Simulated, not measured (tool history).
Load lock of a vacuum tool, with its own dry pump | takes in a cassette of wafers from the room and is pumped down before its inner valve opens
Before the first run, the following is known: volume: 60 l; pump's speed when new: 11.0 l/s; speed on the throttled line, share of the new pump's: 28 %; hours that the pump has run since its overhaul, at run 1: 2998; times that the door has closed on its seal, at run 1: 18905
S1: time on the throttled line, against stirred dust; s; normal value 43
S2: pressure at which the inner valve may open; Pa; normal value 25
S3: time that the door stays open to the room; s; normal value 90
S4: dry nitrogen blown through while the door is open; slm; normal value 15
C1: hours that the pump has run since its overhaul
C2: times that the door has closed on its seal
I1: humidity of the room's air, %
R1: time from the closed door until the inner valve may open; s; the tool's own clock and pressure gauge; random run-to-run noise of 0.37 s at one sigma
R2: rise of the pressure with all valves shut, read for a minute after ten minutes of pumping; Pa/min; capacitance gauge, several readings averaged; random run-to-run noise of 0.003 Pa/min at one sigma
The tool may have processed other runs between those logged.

{"run": 1, "hour": 0.0, "S1": 43, "S2": 25, "S3": 90, "S4": 15, "C1": 2998, "C2": 18905, "I1": 44.9, "R1": 76.5, "R2": 0.053}
{"run": 2, "hour": 597.2, "S1": 43, "S2": 25, "S3": 90, "S4": 15, "C1": 3595, "C2": 21357, "I1": 45.9, "R1": 76.5, "R2": 0.058}
{"run": 3, "hour": 1162.6, "S1": 43, "S2": 41, "S3": 90, "S4": 15, "C1": 4161, "C2": 23678, "I1": 48.1, "R1": 73.1, "R2": 0.058}
{"hour": 1426.9, "done": "door's seal changed, seat wiped"}
{"run": 4, "hour": 1426.9, "S1": 43, "S2": 41, "S3": 90, "S4": 15, "C1": 4424, "C2": 0, "I1": 45.7, "R1": 74.0, "R2": 0.062}
{"run": 5, "hour": 1711.7, "S1": 43, "S2": 41, "S3": 90, "S4": 15, "C1": 4709, "C2": 1170, "I1": 44.8, "R1": 72.4, "R2": 0.05}
{"run": 6, "hour": 2170.9, "S1": 43, "S2": 41, "S3": 90, "S4": 15, "C1": 5168, "C2": 3054, "I1": 46.5, "R1": 73.6, "R2": 0.057}
{"run": 7, "hour": 2448.1, "S1": 43, "S2": 41, "S3": 90, "S4": 15, "C1": 5445, "C2": 4193, "I1": 44.8, "R1": 73.9, "R2": 0.061}
{"run": 8, "hour": 2729.1, "S1": 43, "S2": 25, "S3": 90, "S4": 4, "C1": 5726, "C2": 5346, "I1": 48.0, "R1": 76.3, "R2": 0.074}
{"run": 9, "hour": 3292.0, "S1": 43, "S2": 25, "S3": 90, "S4": 4, "C1": 6289, "C2": 7657, "I1": 47.8, "R1": 76.6, "R2": 0.075}
{"run": 10, "hour": 3861.7, "S1": 43, "S2": 25, "S3": 90, "S4": 6, "C1": 6858, "C2": 9995, "I1": 43.9, "R1": 76.3, "R2": 0.072}
{"run": 11, "hour": 4188.9, "S1": 28, "S2": 25, "S3": 90, "S4": 6, "C1": 7186, "C2": 11339, "I1": 45.6, "R1": 65.6, "R2": 0.065}
{"run": 12, "hour": 4616.8, "S1": 28, "S2": 25, "S3": 90, "S4": 6, "C1": 7614, "C2": 13095, "I1": 41.1, "R1": 65.1, "R2": 0.06}
{"run": 13, "hour": 4948.6, "S1": 43, "S2": 25, "S3": 90, "S4": 15, "C1": 7945, "C2": 14457, "I1": 45.2, "R1": 76.6, "R2": 0.059}
{"run": 14, "hour": 5414.3, "S1": 43, "S2": 25, "S3": 44, "S4": 15, "C1": 8411, "C2": 16369, "I1": 48.9, "R1": 76.2, "R2": 0.038}
{"run": 15, "hour": 5956.7, "S1": 43, "S2": 25, "S3": 44, "S4": 15, "C1": 8954, "C2": 18595, "I1": 47.0, "R1": 76.8, "R2": 0.038}
{"run": 16, "hour": 6365.5, "S1": 43, "S2": 38, "S3": 44, "S4": 15, "C1": 9362, "C2": 20273, "I1": 46.8, "R1": 74.2, "R2": 0.039}
{"run": 17, "hour": 6737.9, "S1": 43, "S2": 25, "S3": 137, "S4": 15, "C1": 9735, "C2": 21802, "I1": 46.3, "R1": 76.5, "R2": 0.069}
{"run": 18, "hour": 7207.9, "S1": 43, "S2": 25, "S3": 137, "S4": 15, "C1": 10205, "C2": 23731, "I1": 44.5, "R1": 75.8, "R2": 0.068}
{"hour": 7484.9, "done": "door's seal changed, seat wiped"}
{"run": 19, "hour": 7684.0, "S1": 43, "S2": 25, "S3": 90, "S4": 15, "C1": 10679, "C2": 818, "I1": 47.2, "R1": 77.3, "R2": 0.054}
{"run": 20, "hour": 8216.3, "S1": 37, "S2": 38, "S3": 77, "S4": 6, "C1": 11212, "C2": 3003, "I1": 42.4, "R1": 70.1, "R2": 0.061}
{"run": 21, "hour": 8626.6, "S1": 37, "S2": 37, "S3": 71, "S4": 4, "C1": 11622, "C2": 4687, "I1": 41.4, "R1": 70.6, "R2": 0.055}
{"run": 22, "hour": 8895.4, "S1": 51, "S2": 37, "S3": 37, "S4": 4, "C1": 11891, "C2": 5790, "I1": 47.9, "R1": 80.1, "R2": 0.048}
{"run": 23, "hour": 9512.3, "S1": 23, "S2": 25, "S3": 180, "S4": 44, "C1": 12508, "C2": 8323, "I1": 45.3, "R1": 62.5, "R2": 0.046}
{"hour": 9882.8, "done": "dry pump taken out, an overhauled one fitted"}
{"run": 24, "hour": 9917.7, "S1": 23, "S2": 25, "S3": 180, "S4": 44, "C1": 35, "C2": 9962, "I1": 44.1, "R1": 62.0, "R2": 0.045}
{"run": 25, "hour": 10387.8, "S1": 43, "S2": 25, "S3": 39, "S4": 13, "C1": 505, "C2": 11892, "I1": 42.6, "R1": 76.6, "R2": 0.033}
{"run": 26, "hour": 10861.8, "S1": 68, "S2": 25, "S3": 90, "S4": 15, "C1": 979, "C2": 13838, "I1": 47.4, "R1": 94.5, "R2": 0.053}
{"run": 27, "hour": 11169.3, "S1": 39, "S2": 25, "S3": 55, "S4": 15, "C1": 1287, "C2": 15100, "I1": 41.8, "R1": 73.6, "R2": 0.037}
{"run": 28, "hour": 11589.5, "S1": 39, "S2": 25, "S3": 55, "S4": 15, "C1": 1707, "C2": 16825, "I1": 46.0, "R1": 73.9, "R2": 0.044}
{"run": 29, "hour": 12049.2, "S1": 43, "S2": 45, "S3": 90, "S4": 15, "C1": 2166, "C2": 18712, "I1": 46.7, "R1": 73.3, "R2": 0.055}
{"run": 30, "hour": 12625.4, "S1": 57, "S2": 25, "S3": 64, "S4": 15, "C1": 2743, "C2": 21077, "I1": 43.3, "R1": 86.4, "R2": 0.049}
{"run": 31, "hour": 13056.6, "S1": 79, "S2": 29, "S3": 53, "S4": 6, "C1": 3174, "C2": 22847, "I1": 45.2, "R1": 102.1, "R2": 0.052}
{"hour": 13520.8, "done": "door's seal changed, seat wiped"}
{"run": 32, "hour": 13654.1, "S1": 26, "S2": 29, "S3": 53, "S4": 8, "C1": 3770, "C2": 547, "I1": 46.8, "R1": 62.8, "R2": 0.053}
{"run": 33, "hour": 13976.1, "S1": 34, "S2": 25, "S3": 193, "S4": 39, "C1": 4092, "C2": 1869, "I1": 42.6, "R1": 70.4, "R2": 0.051}
{"run": 34, "hour": 14533.6, "S1": 44, "S2": 24, "S3": 55, "S4": 21, "C1": 4649, "C2": 4157, "I1": 48.1, "R1": 78.2, "R2": 0.041}
{"run": 35, "hour": 15088.2, "S1": 57, "S2": 22, "S3": 31, "S4": 31, "C1": 5204, "C2": 6434, "I1": 49.0, "R1": 86.7, "R2": 0.023}
{"run": 36, "hour": 15373.2, "S1": 43, "S2": 25, "S3": 209, "S4": 6, "C1": 5489, "C2": 7604, "I1": 44.5, "R1": 76.1, "R2": 0.11}
{"run": 37, "hour": 15798.9, "S1": 43, "S2": 25, "S3": 209, "S4": 6, "C1": 5915, "C2": 9351, "I1": 43.9, "R1": 76.1, "R2": 0.101}
{"run": 38, "hour": 16076.2, "S1": 43, "S2": 25, "S3": 209, "S4": 6, "C1": 6192, "C2": 10489, "I1": 48.1, "R1": 76.3, "R2": 0.114}

How the hidden state differs across the entries between the runs, from the last listed run before each to the first after it:
Between runs 3 and 4: door's seal changed, seat wiped (hour 1426.9)
  leak at the door's seal, Pa l/s: 0.0034 -> 0.002
Between runs 18 and 19: door's seal changed, seat wiped (hour 7484.9)
  leak at the door's seal, Pa l/s: 0.0033 -> 0.002
Between runs 23 and 24: dry pump taken out, an overhauled one fitted (hour 9882.8)
  pump's speed, % of a new pump's: 99.9 -> 100
Between runs 31 and 32: door's seal changed, seat wiped (hour 13520.8)
  leak at the door's seal, Pa l/s: 0.0032 -> 0.002
